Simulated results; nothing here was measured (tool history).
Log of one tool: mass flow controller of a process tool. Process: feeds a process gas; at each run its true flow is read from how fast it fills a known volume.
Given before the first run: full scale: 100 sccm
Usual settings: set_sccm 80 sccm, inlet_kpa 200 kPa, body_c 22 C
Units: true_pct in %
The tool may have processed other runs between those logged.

run     hour  set_sccm  inlet_kpa  body_c  true_pct
  1        0        80        200      22    100.77
  2    336.2        80        200      22    100.84
  3    668.4        80        200      22    100.88
  4    915.6        80        200      22    100.84
  5   1238.6        80        200      22     100.9
  6   1664.3        80        200      22    101.17
  7   2161.2        80        200      22    101.17
  8   2432.2        80        200      22     101.2
  9   2774.6        80        200      22    101.36
 10   3150.9        80        181      22    101.58
 11   3505.1        80        181      22    101.63
 12   3970.9        80        181      22    101.78
 13   4386.4        80        180      22    101.89
 14   4898.1        80        180      22    102.06
 15   5257.6        80        180      22    102.56
 16   5755.2        80        180      22    102.74
 17   6318.8        80        200      22    102.91
 18   6715.1        80        200      26    102.89
 19   7193.8        32        200      22    101.87
 20   7651.3        32        200      22    102.01
 21   8120.1        80        194      22    103.43
 22   8629.6        80        194      22    103.58
 23   9028.8        80        194      22     103.6
 24   9323.4        80        200      22    103.78
 25   9620.3        80        200      22     99.91
 26   9898.4        56        200      32     99.16
 27  10420.2        28        200      22     98.99
 28  10968.3        30        153      34     98.83
 29  11209.3        22        223      22     98.79
 30  11475.9        22        223      25     98.72
 31    11706        13        223      26      98.2
 32    12082        39        223      26     99.34
 33  12506.6        47        200      29     99.54
 34  12837.3        47        200      29     99.65
 35    13085        47        200      29     99.83
 36  13530.7        28        237      22     99.33
 37  13891.9        28        237      22     99.38
 38  14266.6        25        163      27     99.28
 39  14713.2        91        163      21    101.59
 40  15282.5        89        165      25    101.57
 41    15829        89        165      25    101.81
 42  16387.1        89        165      25    101.97
 43    16801        25        236      25      99.5
 44  17300.3        86        144      30    102.51
 45  17804.9        86        144      30    102.53
 46  18284.2        86        144      30    102.72
 47  18589.1        86        144      23    103.12
 48  18997.8        86        144      23    103.13
 49  19354.7        80        256      20    103.15

Not shown: 3 entries that the log had between the listed runs. Between which runs, and how does the tool's hidden state differ before and after?
Runs 14 to 15: controller's zero set anew (hour 5114.7)
  flow at rest that the sensor doesn't see, % of full scale: -0.446 -> -0.055; true flow over the shown one, %: 2.82 -> 2.94
  measured result minus the result with no hidden state, true_pct: +2.26 -> +2.86 %
Runs 24 to 25: controller exchanged for a calibrated one (hour 9428.5)
  flow at rest that the sensor doesn't see, % of full scale: -0.268 -> -0.016; true flow over the shown one, %: 4.31 -> 0.22
  measured result minus the result with no hidden state, true_pct: +3.97 -> +0.2 %
Runs 43 to 44: controller's zero set anew (hour 17259.8)
  flow at rest that the sensor doesn't see, % of full scale: -0.388 -> -0.004; true flow over the shown one, %: 2.63 -> 2.8
  measured result minus the result with no hidden state, true_pct: +1.08 -> +2.8 %
